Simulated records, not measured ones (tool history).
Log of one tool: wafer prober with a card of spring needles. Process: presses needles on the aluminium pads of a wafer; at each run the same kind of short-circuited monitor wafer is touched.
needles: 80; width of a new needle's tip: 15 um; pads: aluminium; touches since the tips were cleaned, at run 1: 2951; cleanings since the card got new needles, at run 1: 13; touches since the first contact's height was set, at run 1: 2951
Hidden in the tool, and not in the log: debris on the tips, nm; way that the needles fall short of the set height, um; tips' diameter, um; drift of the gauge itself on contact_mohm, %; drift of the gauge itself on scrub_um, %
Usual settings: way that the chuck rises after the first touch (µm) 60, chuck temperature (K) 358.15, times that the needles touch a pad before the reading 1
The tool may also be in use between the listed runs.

| run | hour | way that the chuck rises after the first touch (µm) | chuck temperature (K) | times that the needles touch a pad before the reading | touches since the tips were cleaned | cleanings since the card got new needles | touches since the first contact's height was set | resistance of one needle with its contact and lead (mohm) | way that a needle slides on the pad (µm) |
|---|---|---|---|---|---|---|---|---|---|
| 1 | 0 | 60 | 358.15 | 1 | 2951 | 13 | 2951 | 133 | 9.15 |
| 2 | 18.5 | 60 | 358.15 | 1 | 6478 | 13 | 6478 | 132 | 9.16 |
|  | 31.8 | tips cleaned on abrasive film |
| 3 | 34.3 | 60 | 358.15 | 1 | 471 | 14 | 9477 | 129 | 9.15 |
| 4 | 53.9 | 60 | 341.15 | 1 | 4222 | 14 | 13228 | 130 | 9.14 |
| 5 | 72.1 | 60 | 341.15 | 1 | 7687 | 14 | 16693 | 131 | 9.13 |
|  | 78.3 | tips cleaned on abrasive film |
| 6 | 88 | 60 | 320.15 | 1 | 1846 | 15 | 19719 | 125 | 9.15 |
| 7 | 114 | 60 | 358.15 | 3 | 6805 | 15 | 24678 | 135 | 9.15 |
|  | 125.4 | tips cleaned on abrasive film |
| 8 | 133.5 | 60 | 358.15 | 3 | 1558 | 16 | 28393 | 130 | 9.14 |
| 9 | 157.7 | 60 | 298.15 | 1 | 6169 | 16 | 33004 | 125 | 9.14 |
|  | 172.5 | tips cleaned on abrasive film |
| 10 | 182.5 | 60 | 358.15 | 1 | 1922 | 17 | 37731 | 132 | 9.18 |
| 11 | 200.9 | 60 | 358.15 | 1 | 5427 | 17 | 41236 | 135 | 9.15 |
|  | 219.6 | tips cleaned on abrasive film |
| 12 | 227.4 | 60 | 358.15 | 1 | 1505 | 18 | 46283 | 134 | 9.13 |
| 13 | 247 | 60 | 358.15 | 1 | 5248 | 18 | 50026 | 132 | 9.13 |
|  | 265.6 | tips cleaned on abrasive film |
| 14 | 277.7 | 60 | 358.15 | 2 | 2314 | 19 | 55857 | 130 | 9.16 |
| 15 | 293.4 | 60 | 358.15 | 2 | 5313 | 19 | 58856 | 134 | 9.15 |
|  | 312 | tips cleaned on abrasive film |
| 16 | 319.5 | 60 | 326.15 | 1 | 1439 | 20 | 63827 | 130 | 9.13 |
| 17 | 335.5 | 60 | 326.15 | 2 | 4490 | 20 | 66878 | 131 | 9.14 |
|  | 359 | tips cleaned on abrasive film |
| 18 | 367.6 | 60 | 326.15 | 2 | 1643 | 21 | 72983 | 129 | 9.18 |
| 19 | 391.1 | 60 | 326.15 | 2 | 6136 | 21 | 77476 | 128 | 9.14 |
|  | 407.2 | tips cleaned on abrasive film |
| 20 | 425.6 | 60 | 326.15 | 2 | 3514 | 22 | 84041 | 126 | 9.15 |
| 21 | 442 | 42 | 333.15 | 2 | 6649 | 22 | 87176 | 134 | 6.4 |
|  | 453.6 | tips cleaned on abrasive film |
| 22 | 477.5 | 47 | 307.15 | 1 | 4569 | 23 | 93938 | 129 | 7.17 |
|  | 499 | tips cleaned on abrasive film |
| 23 | 513.5 | 47 | 307.15 | 1 | 2781 | 24 | 100799 | 132 | 7.15 |
| 24 | 535.5 | 47 | 377.15 | 1 | 6975 | 24 | 104993 | 140 | 7.18 |

Forecast each of these 3 alternatives for the next run:
|  | 547.3 | tips cleaned on abrasive film |
| A | 552.5 | 55 | 377.15 | 1 | 998 | 25 | 108219 | ? | ? |
|  | 547.3 | tips cleaned on abrasive film |
| B | 552.5 | 60 | 298.15 | 1 | 998 | 25 | 108219 | ? | ? |
|  | 547.3 | tips cleaned on abrasive film |
| C | 552.5 | 69 | 359.15 | 1 | 998 | 25 | 108219 | ? | ? |

| run | resistance of one needle with its contact and lead (mohm) | way that a needle slides on the pad (µm) |
|---|---|---|
| A | 137 | 8.4 |
| B | 125 | 9.13 |
| C | 131 | 10.54 |
Without the tool's hidden state the same runs would have given:
| run | resistance of one needle with its contact and lead (mohm) | way that a needle slides on the pad (µm) |
|---|---|---|
| A | 137 | 8.4 |
| B | 124 | 9.14 |
| C | 131 | 10.54 |
